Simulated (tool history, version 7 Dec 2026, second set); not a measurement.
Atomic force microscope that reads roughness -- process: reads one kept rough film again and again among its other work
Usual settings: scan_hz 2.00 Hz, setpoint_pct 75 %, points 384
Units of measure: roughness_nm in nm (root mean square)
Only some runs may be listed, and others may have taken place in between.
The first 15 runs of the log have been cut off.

At day 36.217: new tip fitted.
Run 16, day 37.975: usual settings. Result: roughness_nm 2.642 nm (root mean square).
At day 41.358: new tip fitted.
Run 17, day 41.421: usual settings. Result: roughness_nm 2.656 nm (root mean square).
Run 18, day 44.300: usual settings but setpoint_pct 56 %. Result: roughness_nm 2.916 nm (root mean square).
At day 46.550: new tip fitted.
Run 19, day 47.875: usual settings but setpoint_pct 56 %. Result: roughness_nm 2.940 nm (root mean square).
Run 20, day 50.900: usual settings but scan_hz 0.99 Hz, setpoint_pct 77 %, points 488. Result: roughness_nm 2.788 nm (root mean square).
At day 51.521: new tip fitted.
Run 21, day 53.633: usual settings but scan_hz 2.53 Hz, setpoint_pct 71 %, points 488. Result: roughness_nm 2.630 nm (root mean square).
Run 22, day 55.162: usual settings but scan_hz 2.53 Hz, setpoint_pct 71 %, points 488. Result: roughness_nm 2.592 nm (root mean square).
At day 56.633: new tip fitted.
Run 23, day 57.900: usual settings but setpoint_pct 90 %, points 446. Result: roughness_nm 2.278 nm (root mean square).
Run 24, day 59.900: usual settings but scan_hz 1.39 Hz, setpoint_pct 56 %, points 330. Result: roughness_nm 2.965 nm (root mean square).
At day 61.642: new tip fitted.
Run 25, day 62.854: usual settings but scan_hz 1.39 Hz, setpoint_pct 56 %, points 330. Result: roughness_nm 2.979 nm (root mean square).
Run 26, day 64.333: usual settings but scan_hz 1.39 Hz, setpoint_pct 56 %, points 330. Result: roughness_nm 2.966 nm (root mean square).
At day 66.675: new tip fitted.
Run 27, day 67.496: usual settings but scan_hz 1.39 Hz, setpoint_pct 56 %, points 330. Result: roughness_nm 2.986 nm (root mean square).
Run 28, day 70.046: usual settings but scan_hz 1.39 Hz, setpoint_pct 56 %, points 330. Result: roughness_nm 2.945 nm (root mean square).
At day 71.662: new tip fitted.
Run 29, day 72.142: usual settings but scan_hz 3.35 Hz, setpoint_pct 65 %. Result: roughness_nm 2.670 nm (root mean square).
Run 30, day 73.854: usual settings but scan_hz 3.35 Hz, setpoint_pct 65 %. Result: roughness_nm 2.644 nm (root mean square).
Run 31, day 76.129: usual settings but scan_hz 3.35 Hz, setpoint_pct 65 %. Result: roughness_nm 2.620 nm (root mean square).
At day 76.800: new tip fitted.
Run 32, day 79.538: usual settings but scan_hz 1.62 Hz, setpoint_pct 65 %, points 555. Result: roughness_nm 2.847 nm (root mean square).
At day 81.958: new tip fitted.
Run 33, day 82.842: usual settings but scan_hz 1.33 Hz, setpoint_pct 57 %, points 278. Result: roughness_nm 2.969 nm (root mean square).
Run 34, day 84.521: usual settings but scan_hz 1.33 Hz, setpoint_pct 57 %, points 278. Result: roughness_nm 2.949 nm (root mean square).
At day 87.046: new tip fitted.
Run 35, day 87.912: usual settings but scan_hz 1.33 Hz, setpoint_pct 57 %, points 278. Result: roughness_nm 2.981 nm (root mean square).
Run 36, day 90.883: usual settings but scan_hz 2.82 Hz, setpoint_pct 79 %. Result: roughness_nm 2.332 nm (root mean square).
At day 92.158: new tip fitted.
Run 37, day 93.888: usual settings but scan_hz 2.62 Hz, setpoint_pct 58 %, points 602. Result: roughness_nm 2.858 nm (root mean square).
Run 38, day 96.100: usual settings but scan_hz 2.67 Hz, setpoint_pct 58 %, points 549. Result: roughness_nm 2.818 nm (root mean square).

Forecast each of these 4 alternatives for the next run:
At day 97.317: new tip fitted.
Run A, day 97.821: usual settings but scan_hz 2.95 Hz, points 472. Result: roughness_nm ?.
At day 97.317: new tip fitted.
Run B, day 97.821: usual settings but scan_hz 0.50 Hz, setpoint_pct 83 %, points 569. Result: roughness_nm ?.
At day 97.317: new tip fitted.
Run C, day 97.821: usual settings but scan_hz 3.43 Hz, setpoint_pct 63 %, points 262. Result: roughness_nm ?.
At day 97.317: new tip fitted.
Run D, day 97.821: usual settings but scan_hz 1.73 Hz, setpoint_pct 58 %, points 549. Result: roughness_nm ?.

run  roughness_nm
  A         2.465
  B         2.913
  C         2.687
  D         2.942
The same runs, with their run-to-run variation unchanged, on a tool lacking any hidden condition would have given:
run  roughness_nm
  A         2.511
  B         2.966
  C         2.736
  D         2.997
